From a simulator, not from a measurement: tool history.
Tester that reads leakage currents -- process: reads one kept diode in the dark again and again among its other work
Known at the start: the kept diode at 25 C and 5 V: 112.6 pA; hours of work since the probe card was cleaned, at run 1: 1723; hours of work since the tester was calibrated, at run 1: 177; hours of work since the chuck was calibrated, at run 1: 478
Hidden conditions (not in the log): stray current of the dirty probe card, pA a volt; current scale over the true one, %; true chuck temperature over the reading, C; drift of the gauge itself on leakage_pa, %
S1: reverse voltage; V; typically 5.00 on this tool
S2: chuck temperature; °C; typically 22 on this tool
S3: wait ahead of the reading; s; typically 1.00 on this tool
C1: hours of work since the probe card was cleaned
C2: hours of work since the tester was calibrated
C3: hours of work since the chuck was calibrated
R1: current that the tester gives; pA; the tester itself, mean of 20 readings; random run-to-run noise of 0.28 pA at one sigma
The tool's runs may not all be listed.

| run | hour | S1 | S2 | S3 | C1 | C2 | C3 | R1 |
|---|---|---|---|---|---|---|---|---|
| 1 | 0.0 | 5.00 | 22 | 1.00 | 1723 | 177 | 478 | 100.22 |
| 2 | 94.3 | 5.00 | 22 | 1.00 | 1791 | 244 | 546 | 100.69 |
| 3 | 246.8 | 5.00 | 22 | 0.49 | 1901 | 354 | 656 | 103.42 |
|  | 262.2 | probe card cleaned and baked |
| 4 | 381.8 | 5.00 | 22 | 1.00 | 86 | 449 | 751 | 87.94 |
| 5 | 551.4 | 5.00 | 22 | 1.00 | 208 | 571 | 872 | 87.95 |
| 6 | 656.3 | 5.00 | 22 | 1.00 | 283 | 646 | 948 | 88.36 |
| 7 | 860.5 | 5.00 | 22 | 3.32 | 430 | 793 | 1094 | 87.16 |
| 8 | 1054.6 | 5.00 | 29 | 1.00 | 569 | 932 | 1234 | 144.96 |
| 9 | 1184.6 | 5.00 | 29 | 1.00 | 663 | 1026 | 1327 | 145.19 |
| 10 | 1279.0 | 5.60 | 29 | 0.36 | 730 | 1093 | 1395 | 155.41 |
| 11 | 1434.3 | 5.60 | 29 | 0.36 | 842 | 1205 | 1507 | 155.81 |
| 12 | 1593.8 | 2.85 | 45 | 0.36 | 957 | 1320 | 1621 | 355.09 |

Across each entry between runs, compare the hidden state at the last listed run before it with the hidden state at the first listed run after it:
Logged between run 3 and run 4: probe card cleaned and baked (hour 262.2)
  stray current of the dirty probe card, pA a volt: 2.65 -> 0.142; current scale over the true one, %: 0 -> -0.02; true chuck temperature over the reading, C: -0.65 -> -0.71
  measured less the result without the state, R1: +8.90 -> -4.12 pA

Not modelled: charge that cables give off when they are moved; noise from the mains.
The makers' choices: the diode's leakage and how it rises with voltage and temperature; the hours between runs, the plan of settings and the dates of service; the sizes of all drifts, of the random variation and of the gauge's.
